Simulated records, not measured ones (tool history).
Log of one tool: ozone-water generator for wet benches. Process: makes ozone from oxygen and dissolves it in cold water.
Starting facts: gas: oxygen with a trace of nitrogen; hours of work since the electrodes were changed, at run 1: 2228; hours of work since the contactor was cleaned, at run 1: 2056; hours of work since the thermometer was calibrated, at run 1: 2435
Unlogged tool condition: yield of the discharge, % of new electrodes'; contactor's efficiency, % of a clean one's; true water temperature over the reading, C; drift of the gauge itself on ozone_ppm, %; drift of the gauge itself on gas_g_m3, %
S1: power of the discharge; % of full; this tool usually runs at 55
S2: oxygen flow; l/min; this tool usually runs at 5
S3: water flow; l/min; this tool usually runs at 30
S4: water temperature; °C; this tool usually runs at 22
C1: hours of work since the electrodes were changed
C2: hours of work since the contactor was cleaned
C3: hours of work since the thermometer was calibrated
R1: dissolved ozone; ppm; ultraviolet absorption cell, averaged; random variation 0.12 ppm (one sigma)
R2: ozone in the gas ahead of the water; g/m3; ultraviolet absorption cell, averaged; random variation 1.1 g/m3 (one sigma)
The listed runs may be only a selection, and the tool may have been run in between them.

run,hour,S1,S2,S3,S4,C1,C2,C3,R1,R2
1,0,55,5,30,22,2228,2056,2435,11.6,186.3
2,96.2,55,5,46,22,2307,2135,2514,7.8,185.3
3,190.2,55,5,46,22,2384,2212,2591,7.7,187.3
4,339.1,55,5,46,22,2506,2334,2713,7.9,186.6
5,458.6,55,5,46,22,2604,2432,2811,7.6,186.3
6,607.8,55,5,30,22,2726,2554,2933,11.5,186.6
7,800.2,55,5,30,22,2884,2712,3090,11.5,186.6
8,957.5,55,5,30,22,3013,2841,3219,11.8,186.6
9,1137,55,5,30,22,3160,2988,3366,11.7,188.7
# hour 1286.2: water thermometer calibrated
10,1300.8,40,5,30,22,3294,3122,12,9,144.9
11,1447.2,40,5,30,22,3414,3242,132,9,145.9
12,1554.5,40,5,30,22,3502,3330,220,8.9,145.5
13,1674.3,40,5,30,22,3600,3428,318,9,145.1
14,1835,40,5,30,22,3731,3559,450,8.8,145.9
# hour 1915.2: contactor cleaned
15,2029.7,40,5,27,22,3888,94,606,9.8,145.4
16,2227.9,67,5,30,22,4050,256,768,13.4,220.2

Predict the results of run 17:
17,2345.2,67,5,30,22,4146,352,864,?,?

{"run 17": {"R1": 13.6, "R2": 219.1}}
On a tool with no hidden condition, and with the same random variation, this run would have come out at R1 13.6 ppm, R2 215.5 g/m3.
